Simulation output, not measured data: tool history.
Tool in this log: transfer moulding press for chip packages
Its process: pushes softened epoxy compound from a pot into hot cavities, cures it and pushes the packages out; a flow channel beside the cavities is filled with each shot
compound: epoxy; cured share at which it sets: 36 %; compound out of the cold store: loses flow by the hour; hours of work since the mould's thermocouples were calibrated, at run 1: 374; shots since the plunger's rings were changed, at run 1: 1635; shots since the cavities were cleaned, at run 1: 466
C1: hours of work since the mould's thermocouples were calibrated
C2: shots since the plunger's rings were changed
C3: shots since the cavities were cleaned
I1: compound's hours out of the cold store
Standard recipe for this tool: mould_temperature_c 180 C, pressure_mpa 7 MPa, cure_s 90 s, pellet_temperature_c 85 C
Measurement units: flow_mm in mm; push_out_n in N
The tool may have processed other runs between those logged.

run 1 hour=0 | mould_temperature_c=180 pressure_mpa=7 cure_s=90 pellet_temperature_c=85 | C1=374 C2=1635 C3=466 | I1=39.2 | flow_mm=827 push_out_n=599
run 2 hour=14.3 | mould_temperature_c=180 pressure_mpa=7 cure_s=90 pellet_temperature_c=85 | C1=381 C2=1761 C3=592 | I1=11.2 | flow_mm=979 push_out_n=657
-- hour=24.6 cavities cleaned with cleaning compound and waxed
run 3 hour=38.5 | mould_temperature_c=180 pressure_mpa=7 cure_s=90 pellet_temperature_c=85 | C1=393 C2=1961 C3=122 | I1=19 | flow_mm=924 push_out_n=485
run 4 hour=52.9 | mould_temperature_c=180 pressure_mpa=8.44 cure_s=90 pellet_temperature_c=85 | C1=400 C2=2089 C3=250 | I1=42.6 | flow_mm=884 push_out_n=538
run 5 hour=66 | mould_temperature_c=180 pressure_mpa=7 cure_s=90 pellet_temperature_c=85 | C1=407 C2=2205 C3=366 | I1=11.6 | flow_mm=966 push_out_n=610
run 6 hour=87.6 | mould_temperature_c=180 pressure_mpa=7 cure_s=90 pellet_temperature_c=85 | C1=417 C2=2396 C3=557 | I1=46.3 | flow_mm=783 push_out_n=636
-- hour=102.5 cavities cleaned with cleaning compound and waxed
run 7 hour=105.3 | mould_temperature_c=180 pressure_mpa=7.93 cure_s=90 pellet_temperature_c=85 | C1=425 C2=2539 C3=25 | I1=35.3 | flow_mm=885 push_out_n=395
run 8 hour=116.8 | mould_temperature_c=180 pressure_mpa=7.93 cure_s=90 pellet_temperature_c=85 | C1=431 C2=2641 C3=127 | I1=41.2 | flow_mm=846 push_out_n=459
run 9 hour=142.7 | mould_temperature_c=178 pressure_mpa=7 cure_s=90 pellet_temperature_c=85 | C1=444 C2=2869 C3=355 | I1=26.1 | flow_mm=873 push_out_n=627
run 10 hour=160.8 | mould_temperature_c=179 pressure_mpa=7 cure_s=90 pellet_temperature_c=85 | C1=453 C2=3029 C3=515 | I1=22.1 | flow_mm=887 push_out_n=672
run 11 hour=175.6 | mould_temperature_c=179 pressure_mpa=7 cure_s=90 pellet_temperature_c=85 | C1=460 C2=3160 C3=646 | I1=29.7 | flow_mm=855 push_out_n=697
-- hour=180.5 cavities cleaned with cleaning compound and waxed
run 12 hour=201.7 | mould_temperature_c=180 pressure_mpa=7 cure_s=87 pellet_temperature_c=85 | C1=473 C2=3378 C3=188 | I1=23.3 | flow_mm=885 push_out_n=563
run 13 hour=221.2 | mould_temperature_c=180 pressure_mpa=7 cure_s=87 pellet_temperature_c=85 | C1=482 C2=3550 C3=360 | I1=18.2 | flow_mm=902 push_out_n=616
run 14 hour=236.6 | mould_temperature_c=180 pressure_mpa=7 cure_s=87 pellet_temperature_c=85 | C1=490 C2=3686 C3=496 | I1=24.8 | flow_mm=876 push_out_n=698
run 15 hour=250.2 | mould_temperature_c=180 pressure_mpa=5.3 cure_s=87 pellet_temperature_c=85 | C1=497 C2=3806 C3=616 | I1=38.9 | flow_mm=690 push_out_n=682
-- hour=258.1 cavities cleaned with cleaning compound and waxed
run 16 hour=270.9 | mould_temperature_c=180 pressure_mpa=5.3 cure_s=87 pellet_temperature_c=85 | C1=506 C2=3975 C3=113 | I1=29.6 | flow_mm=725 push_out_n=499
run 17 hour=291.8 | mould_temperature_c=183 pressure_mpa=8.19 cure_s=90 pellet_temperature_c=87 | C1=517 C2=4160 C3=298 | I1=26.1 | flow_mm=917 push_out_n=515
run 18 hour=314.3 | mould_temperature_c=183 pressure_mpa=7.85 cure_s=98 pellet_temperature_c=87 | C1=528 C2=4359 C3=497 | I1=37 | flow_mm=843 push_out_n=570
run 19 hour=326.7 | mould_temperature_c=180 pressure_mpa=8.51 cure_s=98 pellet_temperature_c=85 | C1=534 C2=4469 C3=607 | I1=47.5 | flow_mm=819 push_out_n=591
-- hour=336 cavities cleaned with cleaning compound and waxed
run 20 hour=344.1 | mould_temperature_c=172 pressure_mpa=7.75 cure_s=130 pellet_temperature_c=83 | C1=542 C2=4609 C3=71 | I1=32 | flow_mm=881 push_out_n=399
run 21 hour=358.3 | mould_temperature_c=172 pressure_mpa=6.32 cure_s=80 pellet_temperature_c=95 | C1=549 C2=4735 C3=197 | I1=18 | flow_mm=866 push_out_n=985
run 22 hour=380.9 | mould_temperature_c=188 pressure_mpa=6.6 cure_s=85 pellet_temperature_c=94 | C1=560 C2=4934 C3=396 | I1=40.4 | flow_mm=743 push_out_n=512
run 23 hour=399.8 | mould_temperature_c=180 pressure_mpa=5.25 cure_s=89 pellet_temperature_c=85 | C1=570 C2=5102 C3=564 | I1=42.4 | flow_mm=662 push_out_n=651
-- hour=413.9 cavities cleaned with cleaning compound and waxed
run 24 hour=421.6 | mould_temperature_c=180 pressure_mpa=5.25 cure_s=89 pellet_temperature_c=85 | C1=580 C2=5280 C3=67 | I1=41.9 | flow_mm=657 push_out_n=430
run 25 hour=435.6 | mould_temperature_c=180 pressure_mpa=5.25 cure_s=89 pellet_temperature_c=85 | C1=587 C2=5405 C3=192 | I1=17.6 | flow_mm=765 push_out_n=534
run 26 hour=448.4 | mould_temperature_c=180 pressure_mpa=5.25 cure_s=89 pellet_temperature_c=85 | C1=593 C2=5518 C3=305 | I1=26.4 | flow_mm=725 push_out_n=567
run 27 hour=469.4 | mould_temperature_c=180 pressure_mpa=5.25 cure_s=89 pellet_temperature_c=85 | C1=604 C2=5703 C3=490 | I1=43.5 | flow_mm=651 push_out_n=612
-- hour=491.5 cavities cleaned with cleaning compound and waxed
run 28 hour=491.5 | mould_temperature_c=180 pressure_mpa=5.25 cure_s=89 pellet_temperature_c=85 | C1=614 C2=5885 C3=0 | I1=42.8 | flow_mm=655 push_out_n=410

Expected results for the next run?
run 29 hour=507.9 | mould_temperature_c=180 pressure_mpa=5.25 cure_s=89 pellet_temperature_c=85 | C1=622 C2=6030 C3=145 | I1=15.1 | flow_mm=? push_out_n=?

{"run 29": {"flow_mm": 762, "push_out_n": 527}}
If the tool had no hidden condition, the same run with the same run-to-run variation would have returned flow_mm 843 mm, push_out_n 404 N.

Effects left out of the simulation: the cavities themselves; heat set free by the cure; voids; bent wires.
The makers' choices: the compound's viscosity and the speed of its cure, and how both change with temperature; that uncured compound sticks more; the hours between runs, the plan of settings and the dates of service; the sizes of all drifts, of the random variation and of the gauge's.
